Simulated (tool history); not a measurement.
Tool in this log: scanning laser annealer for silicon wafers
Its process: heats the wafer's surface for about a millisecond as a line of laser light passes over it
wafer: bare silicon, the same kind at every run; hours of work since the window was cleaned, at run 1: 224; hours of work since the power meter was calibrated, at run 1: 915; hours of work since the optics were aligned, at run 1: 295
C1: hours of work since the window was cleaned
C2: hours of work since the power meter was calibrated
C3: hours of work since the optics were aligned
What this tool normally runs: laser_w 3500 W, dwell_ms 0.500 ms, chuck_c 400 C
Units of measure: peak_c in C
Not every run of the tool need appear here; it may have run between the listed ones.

Run 1, hour 0.0: usual settings; C1 224; C2 915; C3 295. Result: peak_c 1144 C.
Run 2, hour 38.9: usual settings; C1 251; C2 941; C3 321. Result: peak_c 1147 C.
Run 3, hour 75.2: usual settings; C1 275; C2 966; C3 346. Result: peak_c 1146 C.
Run 4, hour 114.9: usual settings but dwell_ms 0.433 ms; C1 302; C2 992; C3 373. Result: peak_c 1089 C.
Run 5, hour 151.7: usual settings but dwell_ms 0.433 ms; C1 327; C2 1017; C3 397. Result: peak_c 1089 C.
Run 6, hour 179.8: usual settings but dwell_ms 0.433 ms; C1 346; C2 1036; C3 416. Result: peak_c 1086 C.
Run 7, hour 197.9: usual settings but dwell_ms 0.433 ms; C1 358; C2 1049; C3 429. Result: peak_c 1084 C.
Run 8, hour 217.5: usual settings but dwell_ms 0.360 ms; C1 371; C2 1062; C3 442. Result: peak_c 1015 C.
Run 9, hour 258.9: usual settings but laser_w 3700 W, dwell_ms 0.360 ms; C1 399; C2 1090; C3 470. Result: peak_c 1056 C.
Run 10, hour 279.4: usual settings but laser_w 3700 W, dwell_ms 0.360 ms; C1 413; C2 1104; C3 484. Result: peak_c 1054 C.
Run 11, hour 308.6: usual settings but laser_w 3700 W, dwell_ms 0.360 ms; C1 433; C2 1123; C3 504. Result: peak_c 1054 C.
Run 12, hour 336.0: usual settings but laser_w 3700 W, dwell_ms 0.570 ms; C1 451; C2 1142; C3 522. Result: peak_c 1250 C.
Run 13, hour 355.1: usual settings but laser_w 3222 W, dwell_ms 0.385 ms, chuck_c 403 C; C1 464; C2 1155; C3 535. Result: peak_c 989 C.
Run 14, hour 381.1: usual settings but laser_w 3139 W, dwell_ms 0.385 ms, chuck_c 365 C; C1 482; C2 1172; C3 553. Result: peak_c 939 C.
At hour 398.4: window over the wafer cleaned.
Run 15, hour 402.5: usual settings but laser_w 3693 W, dwell_ms 0.466 ms, chuck_c 435 C; C1 3; C2 1185; C3 566. Result: peak_c 1193 C.
Run 16, hour 426.2: usual settings but laser_w 3693 W, dwell_ms 0.466 ms, chuck_c 435 C; C1 19; C2 1202; C3 582. Result: peak_c 1191 C.
Run 17, hour 468.2: usual settings but laser_w 3733 W, dwell_ms 0.431 ms, chuck_c 398 C; C1 47; C2 1230; C3 610. Result: peak_c 1135 C.
Run 18, hour 506.3: usual settings but laser_w 3733 W, dwell_ms 0.431 ms, chuck_c 398 C; C1 73; C2 1256; C3 636. Result: peak_c 1132 C.
Run 19, hour 549.4: usual settings but dwell_ms 0.557 ms, chuck_c 387 C; C1 102; C2 1285; C3 665. Result: peak_c 1180 C.
Run 20, hour 587.0: usual settings but dwell_ms 0.557 ms, chuck_c 387 C; C1 128; C2 1310; C3 690. Result: peak_c 1180 C.
Run 21, hour 612.2: usual settings but chuck_c 433 C; C1 145; C2 1327; C3 707. Result: peak_c 1178 C.
Run 22, hour 630.7: usual settings but laser_w 3094 W, chuck_c 423 C; C1 157; C2 1340; C3 720. Result: peak_c 1078 C.
Run 23, hour 667.0: usual settings but laser_w 3261 W, dwell_ms 0.571 ms, chuck_c 392 C; C1 182; C2 1364; C3 744. Result: peak_c 1138 C.

Each row is a separate what-if for the run after 23, all from the same tool condition, not one after another. Results?
Run A, hour 690.7: usual settings but laser_w 3248 W, chuck_c 420 C; C1 198; C2 1380; C3 760. Result: peak_c ?.
Run B, hour 690.7: usual settings but laser_w 3498 W, dwell_ms 0.571 ms, chuck_c 392 C; C1 198; C2 1380; C3 760. Result: peak_c ?.
Run C, hour 690.7: usual settings but laser_w 3683 W, dwell_ms 0.486 ms, chuck_c 415 C; C1 198; C2 1380; C3 760. Result: peak_c ?.

run  peak_c
  A    1111
  B    1194
  C    1188
With the hidden condition removed and each run's random variation left untouched, the same runs would have given:
run  peak_c
  A    1112
  B    1194
  C    1189

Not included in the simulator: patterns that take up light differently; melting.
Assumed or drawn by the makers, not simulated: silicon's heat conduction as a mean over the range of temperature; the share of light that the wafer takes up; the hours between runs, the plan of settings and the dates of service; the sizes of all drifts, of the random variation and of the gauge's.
